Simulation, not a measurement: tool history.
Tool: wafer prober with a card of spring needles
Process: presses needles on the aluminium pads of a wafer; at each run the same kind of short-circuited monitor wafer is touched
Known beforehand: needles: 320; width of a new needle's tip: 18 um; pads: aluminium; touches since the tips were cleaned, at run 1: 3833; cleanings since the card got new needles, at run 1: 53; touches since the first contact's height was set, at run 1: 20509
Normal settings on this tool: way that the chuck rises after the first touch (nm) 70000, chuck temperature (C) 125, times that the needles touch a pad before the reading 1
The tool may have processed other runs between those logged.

run,hour,way that the chuck rises after the first touch (nm),chuck temperature (C),times that the needles touch a pad before the reading,touches since the tips were cleaned,cleanings since the card got new needles,touches since the first contact's height was set,resistance of one needle with its contact and lead (mohm),way that a needle slides on the pad (nm)
1,0,70000,125,1,3833,53,20509,220,18100
# hour 3.8: tips cleaned on abrasive film
# hour 22.9: tips cleaned on abrasive film
2,24.6,70000,71,1,506,55,27721,175,17990
# hour 40.8: tips cleaned on abrasive film
# hour 58.5: tips cleaned on abrasive film
# hour 76.2: tips cleaned on abrasive film
3,79,67000,125,1,815,58,43718,189,17140
# hour 95.5: tips cleaned on abrasive film
# hour 113.9: tips cleaned on abrasive film
4,126.1,67000,41,1,3617,60,57585,221,17100
# hour 130.2: tips cleaned on abrasive film
# hour 148.8: tips cleaned on abrasive film
# hour 167.7: tips cleaned on abrasive film
5,173.5,67000,41,1,1710,63,71505,197,17000
# hour 184.3: tips cleaned on abrasive film
6,200.1,67000,41,1,4671,64,79347,232,16930
# hour 204.2: tips cleaned on abrasive film
# hour 221.9: tips cleaned on abrasive film
7,226.8,70000,38,1,1455,66,87192,193,17670
# hour 234.6: height of the first contact set anew
# hour 241.9: tips cleaned on abrasive film
# hour 258.9: tips cleaned on abrasive film
8,269.6,70000,125,1,3163,68,10310,219,18150
# hour 275.6: tips cleaned on abrasive film
# hour 293.9: tips cleaned on abrasive film
# hour 314.1: tips cleaned on abrasive film
9,317,70000,125,1,861,71,24227,183,17970
# hour 331.7: tips cleaned on abrasive film, once more
# hour 350.9: tips cleaned on abrasive film
# hour 368: tips cleaned on abrasive film
10,370.9,70000,125,2,860,74,40079,186,17980
# hour 386.2: tips cleaned on abrasive film
# hour 405: tips cleaned on abrasive film
11,415,70000,125,2,2937,76,53044,194,17830
# hour 422.1: tips cleaned on abrasive film
# hour 439.9: tips cleaned on abrasive film
# hour 456.7: tips cleaned on abrasive film
12,457.8,70000,125,1,347,79,65634,180,17850
# hour 476.3: tips cleaned on abrasive film
# hour 494.4: tips cleaned on abrasive film
13,502.1,51000,125,1,2287,81,78670,245,12810
# hour 512: tips cleaned on abrasive film
14,526.7,70000,125,1,4329,82,85903,236,17730
# hour 529.7: tips cleaned on abrasive film
# hour 538: height of the first contact set anew
# hour 549.3: tips cleaned on abrasive film
# hour 569.3: tips cleaned on abrasive film
15,574.3,70000,125,1,1451,85,10649,205,18100
# hour 587.9: tips cleaned on abrasive film
# hour 605.8: tips cleaned on abrasive film
16,619.7,69000,49,3,4104,87,24034,184,17780
# hour 623.5: tips cleaned on abrasive film
# hour 642: tips cleaned on abrasive film
# hour 661: tips cleaned on abrasive film
17,662.5,69000,49,3,429,90,36588,162,17690
# hour 679.4: tips cleaned on abrasive film
# hour 697.6: tips cleaned on abrasive film
18,707.5,57000,44,2,2932,92,49837,205,14500
# hour 714.5: tips cleaned on abrasive film
# hour 734.5: tips cleaned on abrasive film
19,750.5,51000,93,2,4717,94,62485,245,12970

Run 20 comes next. What will it give?
# hour 754.6: tips cleaned on abrasive film
# hour 771: tips cleaned on abrasive film
20,786.9,55000,31,2,4692,96,73186,?,?

Logged for run 20: resistance of one needle with its contact and lead (mohm) 231, way that a needle slides on the pad (nm) 13870.
Without the tool's hidden state the same run would have given resistance of one needle with its contact and lead (mohm) 152, way that a needle slides on the pad (nm) 14250.
